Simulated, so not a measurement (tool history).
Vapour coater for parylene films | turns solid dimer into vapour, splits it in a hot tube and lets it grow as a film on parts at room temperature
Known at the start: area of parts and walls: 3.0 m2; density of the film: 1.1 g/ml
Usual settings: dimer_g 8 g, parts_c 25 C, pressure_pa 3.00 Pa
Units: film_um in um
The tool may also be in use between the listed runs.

Run 1, day 0.000: usual settings. Result: film_um 1.85 um.
Run 2, day 3.046: usual settings. Result: film_um 1.87 um.
Run 3, day 4.825: usual settings. Result: film_um 1.86 um.
Run 4, day 6.425: usual settings. Result: film_um 1.82 um.
Run 5, day 9.608: usual settings. Result: film_um 1.81 um.
Run 6, day 11.433: usual settings. Result: film_um 1.82 um.
Run 7, day 14.600: usual settings. Result: film_um 1.78 um.
Run 8, day 17.642: usual settings. Result: film_um 1.78 um.
Run 9, day 19.050: usual settings but dimer_g 13 g. Result: film_um 2.85 um.
Run 10, day 21.908: usual settings but dimer_g 13 g. Result: film_um 2.86 um.
Run 11, day 24.317: usual settings but dimer_g 13 g. Result: film_um 2.80 um.
Run 12, day 26.788: usual settings but dimer_g 7 g. Result: film_um 1.49 um.
Run 13, day 29.612: usual settings. Result: film_um 1.72 um.
Run 14, day 31.125: usual settings but parts_c 19 C. Result: film_um 2.00 um.
Run 15, day 33.038: usual settings. Result: film_um 1.83 um.
Run 16, day 35.592: usual settings but pressure_pa 4.06 Pa. Result: film_um 1.74 um.
Run 17, day 38.692: usual settings but pressure_pa 4.06 Pa. Result: film_um 1.75 um.
Run 18, day 40.475: usual settings but pressure_pa 4.06 Pa. Result: film_um 1.73 um.
Run 19, day 43.525: usual settings but parts_c 18 C, pressure_pa 2.22 Pa. Result: film_um 2.15 um.
Run 20, day 45.279: usual settings but dimer_g 4 g, parts_c 22 C. Result: film_um 0.96 um.
Run 21, day 48.092: usual settings but dimer_g 13 g, pressure_pa 6.03 Pa. Result: film_um 2.71 um.
Run 22, day 50.212: usual settings but dimer_g 3 g, pressure_pa 4.24 Pa. Result: film_um 0.64 um.
Run 23, day 52.783: usual settings but dimer_g 12 g, parts_c 22 C, pressure_pa 6.11 Pa. Result: film_um 2.74 um.
Run 24, day 55.696: usual settings but dimer_g 12 g, parts_c 22 C, pressure_pa 6.11 Pa. Result: film_um 2.74 um.
Run 25, day 57.983: usual settings but dimer_g 12 g, parts_c 24 C, pressure_pa 4.77 Pa. Result: film_um 2.60 um.
Run 26, day 60.946: usual settings but dimer_g 12 g, parts_c 24 C, pressure_pa 4.77 Pa. Result: film_um 2.59 um.
Run 27, day 62.883: usual settings but parts_c 34 C, pressure_pa 9.29 Pa. Result: film_um 1.26 um.
Run 28, day 64.358: usual settings but parts_c 17 C, pressure_pa 2.38 Pa. Result: film_um 2.33 um.
Run 29, day 65.725: usual settings but parts_c 17 C, pressure_pa 2.38 Pa. Result: film_um 2.33 um.
Run 30, day 67.579: usual settings but parts_c 21 C, pressure_pa 5.49 Pa. Result: film_um 1.96 um.
Run 31, day 69.708: usual settings but dimer_g 4 g, parts_c 21 C, pressure_pa 3.11 Pa. Result: film_um 1.01 um.

Not shown: 4 entries that the log had between the listed runs. Between which runs, and how does the tool's hidden state differ before and after?
Between runs 14 and 15: trap's valve overhauled (day 31.771)
  vapour lost through the trap's worn valve, %: 8 -> 1.2; true temperature of the parts over the reading, C: 0.78 -> 0.81
  measured less the result without the state, film_um: -0.21 -> -0.06 um
Between runs 15 and 16: table's thermometer calibrated (day 33.367)
  vapour lost through the trap's worn valve, %: 1.2 -> 1.9; true temperature of the parts over the reading, C: 0.81 -> 1.15
  measured less the result without the state, film_um: -0.06 -> -0.09 um
Between runs 21 and 22: table's thermometer calibrated, once more (day 49.625)
  vapour lost through the trap's worn valve, %: 5 -> 5.5; true temperature of the parts over the reading, C: 1.29 -> 0.08
  measured less the result without the state, film_um: -0.23 -> -0.04 um
Between runs 27 and 28: trap's valve overhauled (day 63.712)
  vapour lost through the trap's worn valve, %: 8.7 -> 0.6; true temperature of the parts over the reading, C: 0.22 -> 0.24
  measured less the result without the state, film_um: -0.13 -> -0.03 um
